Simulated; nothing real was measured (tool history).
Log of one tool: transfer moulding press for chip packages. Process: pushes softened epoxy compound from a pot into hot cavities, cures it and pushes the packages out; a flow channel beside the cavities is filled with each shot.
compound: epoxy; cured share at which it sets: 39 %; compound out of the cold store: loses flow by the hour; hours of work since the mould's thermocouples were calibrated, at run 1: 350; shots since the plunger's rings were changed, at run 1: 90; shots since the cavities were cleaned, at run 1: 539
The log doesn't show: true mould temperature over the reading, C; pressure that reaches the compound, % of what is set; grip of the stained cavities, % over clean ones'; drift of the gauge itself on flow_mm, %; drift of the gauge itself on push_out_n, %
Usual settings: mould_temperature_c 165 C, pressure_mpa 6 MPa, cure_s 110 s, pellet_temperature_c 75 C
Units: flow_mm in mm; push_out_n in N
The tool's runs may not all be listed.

run	hour	mould_temperature_c	pressure_mpa	cure_s	pellet_temperature_c	hours of work since the mould's thermocouples were calibrated	shots since the plunger's rings were changed	shots since the cavities were cleaned	incoming compound's hours out of the cold store	flow_mm	push_out_n
1	0	165	6	110	75	350	90	539	25.1	673	644
2	14.7	165	6	136	75	360	249	698	33.3	649	603
3	25.2	165	6	110	75	367	361	810	22.7	678	747
# hour 35.9: cavities cleaned with cleaning compound and waxed
4	38.9	165	6	110	75	376	494	33	28.3	661	905
5	49.2	165	5.59	110	75	383	605	144	31.9	627	861
6	59.7	165	5.59	110	75	390	718	257	18.6	666	888
7	73.6	165	6	147	75	400	868	407	19.4	689	752
8	82.5	165	6	110	75	406	964	503	35.4	636	865
9	94.1	165	6	110	75	414	1089	628	41.4	622	811
10	105.8	165	7.41	110	75	422	1215	754	45.4	673	822
# hour 121.3: cavities cleaned with cleaning compound and waxed
11	121.3	165	7.41	110	79	431	1367	0	20.5	750	405

Forecast run 12:
12	130.9	170	7.47	90	77	438	1471	104	44.5	?	?

{"run 12": {"flow_mm": 660, "push_out_n": 478}}
Without the tool's hidden state the same run would have given flow_mm 677 mm, push_out_n 421 N.

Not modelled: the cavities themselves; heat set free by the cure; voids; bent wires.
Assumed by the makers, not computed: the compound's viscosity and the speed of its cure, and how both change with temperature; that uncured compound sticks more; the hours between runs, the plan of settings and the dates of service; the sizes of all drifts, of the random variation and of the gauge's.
